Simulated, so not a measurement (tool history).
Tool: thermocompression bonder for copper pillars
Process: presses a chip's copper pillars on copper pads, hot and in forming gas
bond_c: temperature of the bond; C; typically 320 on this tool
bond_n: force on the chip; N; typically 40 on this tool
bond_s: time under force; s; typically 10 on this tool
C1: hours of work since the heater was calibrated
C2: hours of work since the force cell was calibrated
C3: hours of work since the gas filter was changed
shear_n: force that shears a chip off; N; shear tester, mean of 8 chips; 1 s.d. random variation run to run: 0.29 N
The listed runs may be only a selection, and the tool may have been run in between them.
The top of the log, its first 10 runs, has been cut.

{"run": 11, "hour": 129.8, "bond_c": 303, "bond_n": 40, "bond_s": 10, "C1": 111, "C2": 29, "C3": 384, "shear_n": 37.8}
{"run": 12, "hour": 138.0, "bond_c": 303, "bond_n": 40, "bond_s": 10, "C1": 116, "C2": 35, "C3": 389, "shear_n": 38.1}
{"run": 13, "hour": 153.3, "bond_c": 340, "bond_n": 40, "bond_s": 10, "C1": 126, "C2": 45, "C3": 400, "shear_n": 62.6}
{"run": 14, "hour": 167.0, "bond_c": 343, "bond_n": 40, "bond_s": 10, "C1": 136, "C2": 54, "C3": 409, "shear_n": 65.4}
{"run": 15, "hour": 175.2, "bond_c": 343, "bond_n": 40, "bond_s": 10, "C1": 141, "C2": 60, "C3": 414, "shear_n": 65.4}
{"run": 16, "hour": 191.5, "bond_c": 323, "bond_n": 40, "bond_s": 10, "C1": 152, "C2": 71, "C3": 425, "shear_n": 51}
{"hour": 194.4, "done": "forming gas filter changed"}
{"run": 17, "hour": 208.6, "bond_c": 323, "bond_n": 40, "bond_s": 10, "C1": 163, "C2": 82, "C3": 10, "shear_n": 54.3}
{"run": 18, "hour": 216.2, "bond_c": 320, "bond_n": 37, "bond_s": 10, "C1": 168, "C2": 87, "C3": 15, "shear_n": 49.7}
{"run": 19, "hour": 223.8, "bond_c": 320, "bond_n": 37, "bond_s": 10, "C1": 173, "C2": 92, "C3": 20, "shear_n": 50}
{"run": 20, "hour": 234.7, "bond_c": 320, "bond_n": 37, "bond_s": 10, "C1": 181, "C2": 99, "C3": 27, "shear_n": 49.9}
{"run": 21, "hour": 249.5, "bond_c": 320, "bond_n": 37, "bond_s": 10, "C1": 191, "C2": 109, "C3": 37, "shear_n": 50}
{"run": 22, "hour": 260.2, "bond_c": 337, "bond_n": 33, "bond_s": 26, "C1": 198, "C2": 117, "C3": 44, "shear_n": 81}

For run 23, what comes out?
{"run": 23, "hour": 272.6, "bond_c": 347, "bond_n": 28, "bond_s": 19, "C1": 206, "C2": 125, "C3": 53, "shear_n": "?"}

{"run 23": {"shear_n": 76.9}}
Were there no unlogged condition in the tool, this run, its random variation unchanged, would have produced shear_n 77.1 N.
